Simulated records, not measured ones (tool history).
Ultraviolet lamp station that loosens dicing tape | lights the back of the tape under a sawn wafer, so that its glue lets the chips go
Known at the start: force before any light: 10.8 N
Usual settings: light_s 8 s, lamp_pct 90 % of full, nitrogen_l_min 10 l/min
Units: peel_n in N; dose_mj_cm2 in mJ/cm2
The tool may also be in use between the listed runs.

run,hour,light_s,lamp_pct,nitrogen_l_min,peel_n,dose_mj_cm2
1,0,8,90,10,0.823,517
2,12.8,8,90,10,0.83,509
3,31.4,8,90,10,0.846,504
4,47.3,8,90,10,0.876,502
5,61.5,8,90,10,0.863,500
6,70.9,8,90,10,0.872,490
7,80.9,8,90,10,0.893,488
8,93.1,8,90,10,0.881,495
9,108.3,8,90,10,0.896,493
10,126.7,8,90,10,0.889,479
11,142.3,8,90,10,0.957,474
12,152,8,90,10,0.958,478
13,169.6,8,90,10,0.957,471
14,184.8,8,91,10,0.955,469
15,199,8,91,10,0.946,471
16,214.3,8,91,10,0.971,461
17,224.1,8,91,10,0.947,466
18,232.7,8,91,10,0.969,464
19,248.7,8,91,10,1.017,459
20,261.1,8,91,10,1.034,454
21,272.5,11,90,10,0.535,624
22,289.4,11,91,10,0.55,624
23,298.4,11,91,10,0.534,618
24,315.5,5,90,20,1.654,275
25,334.8,6,70,9,2.925,258
26,346.8,8,67,10,1.903,319
27,361.7,12,61,6,1.698,439
28,376.2,12,61,6,1.71,438
29,391.5,11,63,6,1.824,410
30,405.5,12,79,14,0.527,556
31,414,5,91,5,3.751,266
32,431.4,8,100,8,1.21,463
33,448.1,8,100,8,1.209,460
34,464.8,8,79,10,1.614,363
35,473.8,4,79,10,4.167,179
36,482.8,4,79,10,4.109,177
37,492.6,8,67,4,3.626,301
38,508.3,8,65,6,3.169,288
39,520.4,5,91,5,3.946,250
# hour 522.6: window cleaned of glue's vapour
40,534.2,5,91,5,3.381,285
41,544.1,14,81,10,0.42,712

Hidden state or all else? Some run-to-run changes of peel_n, split into what the settings, what came in and random variation would give without the hidden state, and what is left for the hidden state (with any gauge scatter that isn't in both results):
The hidden state here: lamp's light, % of a new lamp's; light that the window lets through, % of a clean one's; drift of the gauge itself on peel_n, %; drift of the gauge itself on dose_mj_cm2, %.
Run 30 -> 31: light_s 12 -> 5, lamp_pct 79 -> 91, nitrogen_l_min 14 -> 5. peel_n +3.224 N: hidden state +1.262, all else +1.962.
Run 31 -> 32: light_s 5 -> 8, lamp_pct 91 -> 100, nitrogen_l_min 5 -> 8. peel_n -2.541 N: hidden state -0.818, all else -1.723.
Run 34 -> 35: light_s 8 -> 4. peel_n +2.553 N: hidden state +0.748, all else +1.805.
Run 40 -> 41: light_s 5 -> 14, lamp_pct 91 -> 81, nitrogen_l_min 5 -> 10. peel_n -2.961 N: hidden state -1.041, all else -1.92.

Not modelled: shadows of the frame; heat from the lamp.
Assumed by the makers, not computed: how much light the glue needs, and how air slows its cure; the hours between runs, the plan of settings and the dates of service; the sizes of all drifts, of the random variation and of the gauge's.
